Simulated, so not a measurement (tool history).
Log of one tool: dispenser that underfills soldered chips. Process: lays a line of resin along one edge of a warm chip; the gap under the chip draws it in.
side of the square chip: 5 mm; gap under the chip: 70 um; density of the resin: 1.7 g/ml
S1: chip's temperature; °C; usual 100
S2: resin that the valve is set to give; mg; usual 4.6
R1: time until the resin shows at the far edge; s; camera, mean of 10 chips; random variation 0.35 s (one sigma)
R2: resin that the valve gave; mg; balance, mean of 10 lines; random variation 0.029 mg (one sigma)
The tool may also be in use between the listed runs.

Run 1, hour 0: usual settings. Result: R1 24.6 s, R2 4.47 mg.
At hour 2.6: new syringe of resin.
Run 2, hour 3.8: usual settings. Result: R1 19.7 s, R2 4.52 mg.
Run 3, hour 7.1: usual settings. Result: R1 22.3 s, R2 4.5 mg.
Run 4, hour 10.9: usual settings. Result: R1 26.4 s, R2 4.48 mg.
At hour 12.7: new syringe of resin.
Run 5, hour 15.1: usual settings. Result: R1 20.5 s, R2 4.42 mg.
Run 6, hour 18.3: usual settings but S2 5.55 mg. Result: R1 23 s, R2 5.35 mg.
Run 7, hour 20.2: usual settings but S1 94 °C. Result: R1 33.6 s, R2 4.42 mg.
At hour 22.7: new syringe of resin.
Run 8, hour 23.8: usual settings but S1 105 °C. Result: R1 15.8 s, R2 4.46 mg.
Run 9, hour 27.3: usual settings but S1 105 °C. Result: R1 18.3 s, R2 4.41 mg.
Run 10, hour 29.5: usual settings but S1 113 °C. Result: R1 14.7 s, R2 4.46 mg.
At hour 30.9: dispensing valve cleaned and set on the balance.
At hour 33.6: new syringe of resin.
Run 11, hour 34.8: usual settings. Result: R1 19.6 s, R2 4.61 mg.
Run 12, hour 39.4: usual settings. Result: R1 23.5 s, R2 4.65 mg.
Run 13, hour 41.9: usual settings. Result: R1 26.7 s, R2 4.6 mg.
At hour 43.5: new syringe of resin.
Run 14, hour 45.9: usual settings. Result: R1 21.3 s, R2 4.59 mg.
Run 15, hour 48.1: usual settings. Result: R1 22.2 s, R2 4.54 mg.
Run 16, hour 52.5: usual settings. Result: R1 26.4 s, R2 4.56 mg.
At hour 53.6: new syringe of resin.
Run 17, hour 55.4: usual settings but S2 5.26 mg. Result: R1 19.9 s, R2 5.25 mg.
Run 18, hour 58.8: usual settings but S1 95 °C. Result: R1 30 s, R2 4.55 mg.
Run 19, hour 62.9: usual settings but S1 95 °C. Result: R1 34.8 s, R2 4.55 mg.
At hour 63.6: new syringe of resin.
Run 20, hour 65.1: usual settings but S2 4.49 mg. Result: R1 20.2 s, R2 4.46 mg.

Run 21 comes next. What will it give?
Run 21, hour 68.9: usual settings but S1 92 °C, S2 4.49 mg. Result: R1 ?, R2 ?.

{"run 21": {"R1": 33.8, "R2": 4.37}}
Without the tool's hidden state the same run would have given R1 26.6 s, R2 4.44 mg.

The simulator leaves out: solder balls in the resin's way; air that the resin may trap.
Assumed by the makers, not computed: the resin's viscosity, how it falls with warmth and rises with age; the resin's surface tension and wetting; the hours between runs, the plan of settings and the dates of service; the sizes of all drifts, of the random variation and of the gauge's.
